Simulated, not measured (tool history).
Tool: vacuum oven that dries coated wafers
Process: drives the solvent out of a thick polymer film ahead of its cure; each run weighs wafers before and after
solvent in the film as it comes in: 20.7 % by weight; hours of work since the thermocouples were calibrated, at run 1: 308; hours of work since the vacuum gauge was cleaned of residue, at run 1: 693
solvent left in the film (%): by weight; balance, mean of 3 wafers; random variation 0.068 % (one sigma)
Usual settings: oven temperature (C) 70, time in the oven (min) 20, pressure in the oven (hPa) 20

| run | day | oven temperature (C) | time in the oven (min) | pressure in the oven (hPa) | hours of work since the thermocouples were calibrated | hours of work since the vacuum gauge was cleaned of residue | solvent left in the film (%) |
|---|---|---|---|---|---|---|---|
| 1 | 0 | 70 | 20 | 20 | 308 | 693 | 4.48 |
| 2 | 1.333 | 70 | 20 | 20 | 325 | 710 | 4.49 |
| 3 | 2.142 | 70 | 20 | 53.5 | 335 | 720 | 5.61 |
| 4 | 3.946 | 70 | 20 | 11.5 | 357 | 742 | 4.12 |
| 5 | 5.283 | 70 | 17 | 11.5 | 374 | 759 | 4.86 |
| 6 | 6.767 | 70 | 20 | 11.4 | 393 | 778 | 4.03 |
| 7 | 8.225 | 70 | 20 | 11.4 | 411 | 796 | 3.98 |
| 8 | 9.962 | 70 | 20 | 20 | 433 | 818 | 4.37 |
| 9 | 10.883 | 70 | 20 | 20 | 444 | 829 | 4.36 |
| 10 | 12.658 | 70 | 20 | 20 | 466 | 851 | 4.43 |
| 11 | 14.567 | 70 | 20 | 20 | 490 | 875 | 4.17 |
| 12 | 15.4 | 70 | 20 | 20 | 500 | 885 | 4.18 |
| 13 | 17.104 | 70 | 20 | 19.7 | 522 | 907 | 4.29 |
| 14 | 18.575 | 70 | 20 | 19.7 | 540 | 925 | 4.21 |
| 15 | 20.404 | 70 | 20 | 20 | 563 | 948 | 4.25 |
| 16 | 21.262 | 70 | 20 | 20 | 574 | 959 | 4.28 |
| 17 | 22.846 | 61 | 20 | 20 | 594 | 979 | 8.73 |
| 18 | 23.654 | 58 | 20 | 20 | 604 | 989 | 10.13 |
| 19 | 25.017 | 70 | 17 | 20 | 621 | 1006 | 5.03 |
| 20 | 26.808 | 70 | 17 | 20 | 643 | 1028 | 5.16 |
| 21 | 28.754 | 70 | 20 | 22.6 | 667 | 1052 | 4.42 |
| 22 | 30.396 | 70 | 20 | 22.6 | 688 | 1073 | 4.35 |
| 23 | 32.225 | 70 | 20 | 22.6 | 711 | 1096 | 4.27 |
| 24 | 33.342 | 70 | 20 | 22.6 | 725 | 1110 | 4.25 |
| 25 | 34.538 | 70 | 15 | 26.4 | 740 | 1125 | 6.02 |
| 26 | 36.292 | 71 | 28 | 20 | 762 | 1147 | 2.38 |
| 27 | 37.833 | 70 | 10 | 15.1 | 781 | 1166 | 8.06 |
| 28 | 39.45 | 70 | 30 | 22.7 | 801 | 1186 | 2.53 |
| 29 | 40.8 | 62 | 20 | 13.3 | 818 | 1203 | 7.48 |
| 30 | 42.567 | 62 | 20 | 13.3 | 840 | 1225 | 7.66 |
| 31 | 44.167 | 56 | 10 | 19.3 | 860 | 1245 | 13.66 |
| 32 | 45.15 | 60 | 20 | 38.9 | 872 | 1257 | 9.89 |
| 33 | 46.683 | 60 | 20 | 38.9 | 892 | 1277 | 9.78 |
| 34 | 47.642 | 57 | 35 | 37.3 | 904 | 1289 | 8.1 |
| 35 | 49.067 | 70 | 32 | 23 | 921 | 1306 | 2.3 |
| 36 | 50.6 | 70 | 11 | 62.4 | 941 | 1326 | 8.7 |
| 37 | 52.283 | 83 | 19 | 20 | 962 | 1347 | 0.9 |
| 38 | 53.246 | 83 | 19 | 20 | 974 | 1359 | 0.82 |
| 39 | 54.521 | 82 | 15 | 34.5 | 990 | 1375 | 1.8 |
| 40 | 56.204 | 70 | 20 | 46.1 | 1011 | 1396 | 5.02 |
| 41 | 57.971 | 70 | 20 | 46.1 | 1033 | 1418 | 5.01 |
| 42 | 59.55 | 70 | 20 | 46.1 | 1052 | 1437 | 4.95 |
| 43 | 61.462 | 70 | 22 | 50.2 | 1076 | 1461 | 4.72 |
| 44 | 63.325 | 70 | 22 | 50.2 | 1100 | 1485 | 4.62 |
| 45 | 64.658 | 59 | 30 | 20 | 1116 | 1501 | 6.96 |
| 46 | 65.871 | 80 | 20 | 34.8 | 1131 | 1516 | 1.67 |

Some steps in solvent left in the film (%) between neighbouring runs. How much of each would the tool show without its hidden state too (settings, what came in, random variation), and how much is left for the hidden state, with any gauge scatter that isn't in both results?
The hidden state here: true wafer temperature over the reading, C; true pressure over the reading, kPa; drift of the gauge itself on solvent_pct, %.
Run 30 -> 31: oven temperature (C) 62 -> 56, time in the oven (min) 20 -> 10, pressure in the oven (hPa) 13.3 -> 19.3. solvent left in the film (%) +6: hidden state +0.22, all else +5.78.
Run 35 -> 36: time in the oven (min) 32 -> 11, pressure in the oven (hPa) 23 -> 62.4. solvent left in the film (%) +6.4: hidden state -0.34, all else +6.74.
Run 36 -> 37: oven temperature (C) 70 -> 83, time in the oven (min) 11 -> 19, pressure in the oven (hPa) 62.4 -> 20. solvent left in the film (%) -7.8: hidden state +0.56, all else -8.36.
Run 39 -> 40: oven temperature (C) 82 -> 70, time in the oven (min) 15 -> 20, pressure in the oven (hPa) 34.5 -> 46.1. solvent left in the film (%) +3.22: hidden state -0.37, all else +3.59.
Run 45 -> 46: oven temperature (C) 59 -> 80, time in the oven (min) 30 -> 20, pressure in the oven (hPa) 20 -> 34.8. solvent left in the film (%) -5.29: hidden state +0.55, all else -5.84.

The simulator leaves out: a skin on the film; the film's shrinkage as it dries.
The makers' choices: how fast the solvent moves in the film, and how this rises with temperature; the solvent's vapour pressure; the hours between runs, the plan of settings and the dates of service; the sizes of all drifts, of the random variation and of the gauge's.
